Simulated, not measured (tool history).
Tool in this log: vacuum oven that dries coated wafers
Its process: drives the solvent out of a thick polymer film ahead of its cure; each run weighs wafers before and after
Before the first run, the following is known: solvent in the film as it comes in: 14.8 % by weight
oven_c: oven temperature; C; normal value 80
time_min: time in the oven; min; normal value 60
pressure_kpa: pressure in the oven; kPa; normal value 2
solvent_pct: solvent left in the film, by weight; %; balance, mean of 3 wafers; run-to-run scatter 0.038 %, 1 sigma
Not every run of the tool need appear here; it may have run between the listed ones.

{"run": 1, "hour": 0.0, "oven_c": 80, "time_min": 60, "pressure_kpa": 2, "solvent_pct": 3.57}
{"run": 2, "hour": 51.9, "oven_c": 80, "time_min": 60, "pressure_kpa": 2, "solvent_pct": 3.56}
{"run": 3, "hour": 94.8, "oven_c": 80, "time_min": 60, "pressure_kpa": 2, "solvent_pct": 3.66}
{"run": 4, "hour": 152.8, "oven_c": 81, "time_min": 60, "pressure_kpa": 2, "solvent_pct": 3.45}
{"run": 5, "hour": 230.3, "oven_c": 80, "time_min": 60, "pressure_kpa": 4.69, "solvent_pct": 5.83}
{"hour": 280.9, "done": "oven's thermocouples calibrated"}
{"run": 6, "hour": 306.5, "oven_c": 80, "time_min": 60, "pressure_kpa": 6.8, "solvent_pct": 7.31}
{"run": 7, "hour": 360.8, "oven_c": 80, "time_min": 56, "pressure_kpa": 2, "solvent_pct": 3.77}
{"run": 8, "hour": 429.0, "oven_c": 80, "time_min": 56, "pressure_kpa": 2, "solvent_pct": 3.8}
{"run": 9, "hour": 514.5, "oven_c": 80, "time_min": 60, "pressure_kpa": 2, "solvent_pct": 3.53}
{"run": 10, "hour": 599.0, "oven_c": 80, "time_min": 81, "pressure_kpa": 2, "solvent_pct": 2.82}
{"run": 11, "hour": 671.8, "oven_c": 80, "time_min": 60, "pressure_kpa": 2, "solvent_pct": 3.61}
{"run": 12, "hour": 727.6, "oven_c": 80, "time_min": 60, "pressure_kpa": 2, "solvent_pct": 3.71}
{"run": 13, "hour": 793.5, "oven_c": 80, "time_min": 60, "pressure_kpa": 2, "solvent_pct": 3.72}
{"run": 14, "hour": 858.0, "oven_c": 80, "time_min": 60, "pressure_kpa": 2, "solvent_pct": 3.76}
{"run": 15, "hour": 902.3, "oven_c": 80, "time_min": 43, "pressure_kpa": 4.47, "solvent_pct": 6.62}
{"run": 16, "hour": 989.7, "oven_c": 78, "time_min": 60, "pressure_kpa": 3.78, "solvent_pct": 5.71}
{"run": 17, "hour": 1043.5, "oven_c": 80, "time_min": 60, "pressure_kpa": 2.95, "solvent_pct": 4.47}
{"run": 18, "hour": 1120.7, "oven_c": 91, "time_min": 58, "pressure_kpa": 2.2, "solvent_pct": 2.07}
{"run": 19, "hour": 1156.5, "oven_c": 91, "time_min": 58, "pressure_kpa": 2.2, "solvent_pct": 2.06}
{"run": 20, "hour": 1203.1, "oven_c": 80, "time_min": 51, "pressure_kpa": 2.48, "solvent_pct": 4.74}
{"run": 21, "hour": 1240.8, "oven_c": 80, "time_min": 51, "pressure_kpa": 2.48, "solvent_pct": 4.77}
{"run": 22, "hour": 1317.8, "oven_c": 80, "time_min": 51, "pressure_kpa": 2.48, "solvent_pct": 4.72}
{"run": 23, "hour": 1358.4, "oven_c": 95, "time_min": 50, "pressure_kpa": 2, "solvent_pct": 1.74}
{"run": 24, "hour": 1441.8, "oven_c": 95, "time_min": 50, "pressure_kpa": 2, "solvent_pct": 1.71}
{"run": 25, "hour": 1508.2, "oven_c": 95, "time_min": 38, "pressure_kpa": 1.08, "solvent_pct": 1.91}
{"run": 26, "hour": 1559.3, "oven_c": 70, "time_min": 70, "pressure_kpa": 6.01, "solvent_pct": 10.35}
{"run": 27, "hour": 1614.5, "oven_c": 88, "time_min": 70, "pressure_kpa": 2.64, "solvent_pct": 2.48}

Table of differences, measured result less the result of that run with no hidden state. Run-to-run variation is the same in both. Gauge scatter possibly is not:
Hidden state present: true wafer temperature over the reading, C; true pressure over the reading, kPa; drift of the gauge itself on solvent_pct, %.
run=1 solvent_pct=+0.27
run=2 solvent_pct=+0.29
run=3 solvent_pct=+0.31
run=4 solvent_pct=+0.31
run=5 solvent_pct=+0.4
run=6 solvent_pct=+0.3
run=7 solvent_pct=+0.27
run=8 solvent_pct=+0.28
run=9 solvent_pct=+0.3
run=10 solvent_pct=+0.3
run=11 solvent_pct=+0.34
run=12 solvent_pct=+0.36
run=13 solvent_pct=+0.38
run=14 solvent_pct=+0.4
run=15 solvent_pct=+0.47
run=16 solvent_pct=+0.51
run=17 solvent_pct=+0.47
run=18 solvent_pct=+0.29
run=19 solvent_pct=+0.3
run=20 solvent_pct=+0.52
run=21 solvent_pct=+0.53
run=22 solvent_pct=+0.55
run=23 solvent_pct=+0.29
run=24 solvent_pct=+0.3
run=25 solvent_pct=+0.36
run=26 solvent_pct=+0.95
run=27 solvent_pct=+0.41

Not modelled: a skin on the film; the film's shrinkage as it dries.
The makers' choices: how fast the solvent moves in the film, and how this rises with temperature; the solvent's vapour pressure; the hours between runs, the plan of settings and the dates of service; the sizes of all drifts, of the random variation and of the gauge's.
